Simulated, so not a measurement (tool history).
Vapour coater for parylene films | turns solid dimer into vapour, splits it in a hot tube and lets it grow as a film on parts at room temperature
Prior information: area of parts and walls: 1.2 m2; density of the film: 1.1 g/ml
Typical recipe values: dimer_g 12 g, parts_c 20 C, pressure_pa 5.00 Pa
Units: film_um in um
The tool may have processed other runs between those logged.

| run | hour | dimer_g | parts_c | pressure_pa | film_um |
|---|---|---|---|---|---|
| 1 | 0.0 | 12 | 20 | 5.00 | 6.40 |
| 2 | 16.4 | 12 | 20 | 8.28 | 6.13 |
| 3 | 42.3 | 12 | 20 | 5.00 | 6.33 |
| 4 | 60.1 | 12 | 20 | 10.93 | 5.91 |
| 5 | 72.9 | 12 | 20 | 10.93 | 5.90 |
| 6 | 87.2 | 12 | 20 | 10.93 | 5.84 |
| 7 | 107.8 | 12 | 20 | 5.09 | 6.11 |
| 8 | 128.4 | 12 | 20 | 5.09 | 6.07 |
| 9 | 141.7 | 12 | 20 | 7.56 | 5.90 |
| 10 | 164.0 | 5 | 13 | 4.61 | 3.28 |
| 11 | 176.4 | 13 | 20 | 2.33 | 6.76 |
| 12 | 189.6 | 13 | 20 | 2.33 | 6.93 |
| 13 | 217.6 | 13 | 27 | 5.64 | 4.61 |
| 14 | 242.4 | 13 | 27 | 5.64 | 4.58 |
|  | 254.9 | trap's valve overhauled |
| 15 | 267.6 | 12 | 26 | 5.63 | 5.12 |
| 16 | 292.3 | 12 | 26 | 5.63 | 5.14 |
| 17 | 312.1 | 19 | 20 | 7.07 | 10.49 |
| 18 | 324.5 | 5 | 31 | 2.46 | 1.77 |

Hidden state or all else? Some run-to-run changes of film_um, split into what the settings, what came in and random variation would give without the hidden state, and what is left for the hidden state (with any gauge scatter that isn't in both results):
Hidden conditions of the tool in this case: vapour lost through the trap's worn valve, %; true temperature of the parts over the reading, C; drift of the gauge itself on film_um, %.
Run 10 -> 11: dimer_g 5 -> 13, parts_c 13 -> 20, pressure_pa 4.61 -> 2.33. film_um +3.48 um: hidden state -0.77, all else +4.25.
Run 17 -> 18: dimer_g 19 -> 5, parts_c 20 -> 31, pressure_pa 7.07 -> 2.46. film_um -8.72 um: hidden state +0.46, all else -9.18.
